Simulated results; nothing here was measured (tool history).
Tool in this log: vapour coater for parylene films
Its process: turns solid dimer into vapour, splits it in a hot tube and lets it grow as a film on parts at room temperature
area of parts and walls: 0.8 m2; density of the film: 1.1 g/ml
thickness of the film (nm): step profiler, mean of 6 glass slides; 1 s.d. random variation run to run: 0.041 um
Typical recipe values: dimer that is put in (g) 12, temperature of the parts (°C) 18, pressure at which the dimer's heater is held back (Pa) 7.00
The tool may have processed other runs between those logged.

run   hour  dimer that is put in (g)  temperature of the parts (°C)  pressure at which the dimer's heater is held back (Pa)  thickness of the film (nm)
  1    0.0                        12                             18                                                    7.00                        6390
  2   50.7                        12                             18                                                    7.00                        6380
  3  105.9                        12                             18                                                   10.11                        5900
  4  144.4                        12                             18                                                   10.11                        5900
  5  187.1                        12                             18                                                   10.11                        5820
  6  240.2                        12                             18                                                   10.11                        5890
  7  277.2                        12                             18                                                    7.00                        6180
  8  332.2                        16                             18                                                    7.00                        8190
  9  368.6                        14                             18                                                    7.00                        7230
 10  395.5                        14                             18                                                    7.00                        7250
 11  443.2                        14                             18                                                    7.00                        7170
 12  479.6                         9                             20                                                   10.38                        3860
 13  530.4                        12                             18                                                    7.00                        6090
     560.0  -- trap's valve overhauled
 14  565.0                        12                             17                                                    5.22                        7250
 15  618.8                        17                             18                                                    5.06                        9990
 16  678.8                        17                             29                                                    3.85                        6030
     695.7  -- table's thermometer calibrated
 17  720.3                        17                             29                                                    3.85                        5710
 18  745.7                         9                             18                                                    7.00                        4640
 19  783.0                        13                             23                                                   11.91                        4780

Alternative continuations, all from the tool just after run 19; predict every row:
  A  820.5                        12                             18                                                   10.29                           ?
  B  820.5                        12                             25                                                    7.00                           ?
  C  820.5                         8                             13                                                    7.00                           ?
  D  820.5                         5                             19                                                   10.22                           ?

run  thickness of the film (nm)
  A                        5720
  B                        4370
  C                        5280
  D                        2290
Take away the tool's hidden state, keep each run's random variation, and the runs would have read:
run  thickness of the film (nm)
  A                        5900
  B                        4500
  C                        5440
  D                        2360

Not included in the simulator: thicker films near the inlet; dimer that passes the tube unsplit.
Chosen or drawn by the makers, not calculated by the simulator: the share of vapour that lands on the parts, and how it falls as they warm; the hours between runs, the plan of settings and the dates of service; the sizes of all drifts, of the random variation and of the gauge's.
